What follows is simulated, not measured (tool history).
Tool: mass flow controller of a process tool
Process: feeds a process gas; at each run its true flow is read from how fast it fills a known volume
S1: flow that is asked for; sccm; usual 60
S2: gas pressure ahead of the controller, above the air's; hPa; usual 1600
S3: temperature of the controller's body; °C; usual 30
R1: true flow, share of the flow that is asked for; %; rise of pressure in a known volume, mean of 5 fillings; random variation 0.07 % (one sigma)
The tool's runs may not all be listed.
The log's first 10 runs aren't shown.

Run 11, day 29.538: usual settings. Result: R1 96.92 %.
Run 12, day 31.667: usual settings. Result: R1 96.84 %.
Run 13, day 34.796: usual settings. Result: R1 96.81 %.
Run 14, day 36.925: usual settings. Result: R1 96.85 %.
Run 15, day 39.217: usual settings but S3 35 °C. Result: R1 96.1 %.
Run 16, day 41.121: usual settings but S1 19 sccm. Result: R1 93.5 %.
Run 17, day 44.733: usual settings but S1 19 sccm. Result: R1 93.33 %.
Run 18, day 47.225: usual settings but S3 25 °C. Result: R1 97.31 %.
Run 19, day 50.421: usual settings. Result: R1 96.76 %.
Run 20, day 54.508: usual settings but S1 31 sccm. Result: R1 94.87 %.

Forecast run 21:
Run 21, day 56.779: usual settings but S1 31 sccm. Result: R1 ?.

Run 21 gave R1 94.86 %.
Without the tool's hidden state the same run would have given R1 97.62 %.
